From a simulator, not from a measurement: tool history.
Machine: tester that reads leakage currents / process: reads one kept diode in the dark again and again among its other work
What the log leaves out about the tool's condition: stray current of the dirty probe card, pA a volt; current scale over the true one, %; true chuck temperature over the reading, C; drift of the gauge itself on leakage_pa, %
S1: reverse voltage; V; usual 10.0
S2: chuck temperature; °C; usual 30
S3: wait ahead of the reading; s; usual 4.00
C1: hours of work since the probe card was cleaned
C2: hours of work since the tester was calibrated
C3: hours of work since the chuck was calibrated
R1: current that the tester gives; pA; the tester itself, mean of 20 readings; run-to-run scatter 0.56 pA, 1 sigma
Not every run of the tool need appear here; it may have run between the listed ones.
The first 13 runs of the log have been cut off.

{"run": 14, "hour": 335.0, "S1": 10.0, "S2": 30, "S3": 1.27, "C1": 1658, "C2": 715, "C3": 232, "R1": 188.55}
{"run": 15, "hour": 363.5, "S1": 10.0, "S2": 30, "S3": 1.27, "C1": 1677, "C2": 734, "C3": 251, "R1": 186.81}
{"run": 16, "hour": 392.5, "S1": 3.1, "S2": 30, "S3": 1.27, "C1": 1696, "C2": 753, "C3": 270, "R1": 99.2}
{"run": 17, "hour": 412.4, "S1": 6.5, "S2": 30, "S3": 4.0, "C1": 1709, "C2": 766, "C3": 283, "R1": 147.49}
{"run": 18, "hour": 448.3, "S1": 6.5, "S2": 30, "S3": 4.0, "C1": 1732, "C2": 789, "C3": 306, "R1": 146.7}
{"run": 19, "hour": 465.4, "S1": 6.5, "S2": 30, "S3": 4.0, "C1": 1743, "C2": 801, "C3": 317, "R1": 147.98}
{"run": 20, "hour": 502.3, "S1": 6.5, "S2": 30, "S3": 9.84, "C1": 1767, "C2": 825, "C3": 341, "R1": 147.45}
{"run": 21, "hour": 536.1, "S1": 10.0, "S2": 30, "S3": 0.47, "C1": 1789, "C2": 847, "C3": 363, "R1": 191.38}
{"run": 22, "hour": 556.6, "S1": 2.7, "S2": 30, "S3": 2.37, "C1": 1803, "C2": 860, "C3": 377, "R1": 92.19}
{"run": 23, "hour": 574.5, "S1": 2.7, "S2": 30, "S3": 2.37, "C1": 1814, "C2": 872, "C3": 388, "R1": 92.44}
{"run": 24, "hour": 600.7, "S1": 19.8, "S2": 20, "S3": 0.39, "C1": 1831, "C2": 889, "C3": 405, "R1": 135.55}
{"run": 25, "hour": 620.6, "S1": 19.8, "S2": 32, "S3": 0.39, "C1": 1844, "C2": 902, "C3": 418, "R1": 321.65}
{"run": 26, "hour": 640.5, "S1": 10.0, "S2": 28, "S3": 0.34, "C1": 1857, "C2": 915, "C3": 431, "R1": 166.12}
{"run": 27, "hour": 662.1, "S1": 14.8, "S2": 28, "S3": 0.98, "C1": 1872, "C2": 929, "C3": 446, "R1": 199.6}
{"hour": 676.4, "done": "probe card cleaned and baked"}
{"run": 28, "hour": 706.6, "S1": 5.6, "S2": 28, "S3": 0.83, "C1": 20, "C2": 956, "C3": 473, "R1": 119.05}
{"run": 29, "hour": 725.9, "S1": 13.6, "S2": 30, "S3": 1.43, "C1": 32, "C2": 969, "C3": 485, "R1": 219.98}
{"run": 30, "hour": 750.8, "S1": 6.4, "S2": 42, "S3": 1.52, "C1": 49, "C2": 985, "C3": 501, "R1": 346.51}
{"run": 31, "hour": 779.7, "S1": 7.4, "S2": 36, "S3": 4.0, "C1": 67, "C2": 1004, "C3": 520, "R1": 244.85}
{"run": 32, "hour": 797.4, "S1": 7.4, "S2": 34, "S3": 6.31, "C1": 79, "C2": 1015, "C3": 532, "R1": 212.01}

Run 33 comes next. What will it give?
{"run": 33, "hour": 838.1, "S1": 5.7, "S2": 30, "S3": 0.8, "C1": 105, "C2": 1042, "C3": 558, "R1": "?"}

R1: 138.48 pA
Had the tool carried no hidden state, the very same run would have given R1 138.41 pA.
